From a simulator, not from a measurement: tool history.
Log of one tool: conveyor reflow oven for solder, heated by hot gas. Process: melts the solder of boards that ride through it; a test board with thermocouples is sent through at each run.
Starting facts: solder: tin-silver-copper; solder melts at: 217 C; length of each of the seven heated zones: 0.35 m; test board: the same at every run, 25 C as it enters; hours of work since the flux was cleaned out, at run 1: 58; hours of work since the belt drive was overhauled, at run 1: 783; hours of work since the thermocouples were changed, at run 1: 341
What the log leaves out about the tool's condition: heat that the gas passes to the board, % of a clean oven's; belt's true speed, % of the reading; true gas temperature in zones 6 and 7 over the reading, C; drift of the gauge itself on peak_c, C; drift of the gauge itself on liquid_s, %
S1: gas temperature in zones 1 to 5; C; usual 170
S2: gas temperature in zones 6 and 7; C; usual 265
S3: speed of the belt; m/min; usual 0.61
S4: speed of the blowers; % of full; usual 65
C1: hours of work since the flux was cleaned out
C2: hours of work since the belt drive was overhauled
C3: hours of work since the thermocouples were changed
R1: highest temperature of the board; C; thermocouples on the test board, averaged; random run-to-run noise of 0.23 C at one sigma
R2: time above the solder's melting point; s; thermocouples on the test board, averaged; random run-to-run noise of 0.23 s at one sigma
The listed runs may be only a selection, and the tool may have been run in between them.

run	hour	S1	S2	S3	S4	C1	C2	C3	R1	R2
1	0	170	265	0.61	65	58	783	341	246	45.6
2	11.2	170	265	0.61	65	66	790	348	246.2	45.6
3	18	170	265	0.61	86	70	795	353	250.7	49.7
4	31.7	170	265	0.61	65	79	804	362	246.1	45.3
5	41.8	170	258	0.61	65	86	811	369	240.3	40.2
6	52	170	258	0.61	65	93	817	376	240	40.6
7	62.3	170	265	0.61	65	100	824	383	245.8	45.4
8	70.2	170	265	0.61	56	105	830	388	242.8	42.5
9	83.5	170	265	0.61	69	114	839	397	247.1	46.3
10	99.3	180	265	0.496	57	125	849	407	252.2	66.6
11	109.9	157	255	0.636	57	132	856	415	230.4	23.5
12	118.3	179	265	0.618	51	137	862	420	242.8	43.9
# hour 124: flux residue cleaned out of gas plates and filters
13	139.4	178	265	0.61	80	10	873	431	249.9	51.1
14	150.7	181	275	0.625	73	18	880	439	256.5	54.9
15	163.7	181	275	0.638	73	27	889	447	255.9	53.2
16	170.5	170	265	0.552	88	31	894	452	252	57.4
17	182.9	170	265	0.552	88	40	902	460	251.9	57.2
18	198.2	170	265	0.552	88	50	912	471	252.2	56.8

3 ways to go on from here, each from the tool as it stands after run 18. What would each give?
A	207	164	260	0.552	88	56	918	476	?	?
B	207	170	265	0.624	64	56	918	476	?	?
C	207	178	270	0.552	73	56	918	476	?	?

run	R1	R2
A	246.7	51.1
B	243.8	41.7
C	255.7	60.9
What these runs would have given with no unlogged condition in the tool:
run	R1	R2
A	248.5	52.5
B	245.5	43.2
C	257.2	61.5

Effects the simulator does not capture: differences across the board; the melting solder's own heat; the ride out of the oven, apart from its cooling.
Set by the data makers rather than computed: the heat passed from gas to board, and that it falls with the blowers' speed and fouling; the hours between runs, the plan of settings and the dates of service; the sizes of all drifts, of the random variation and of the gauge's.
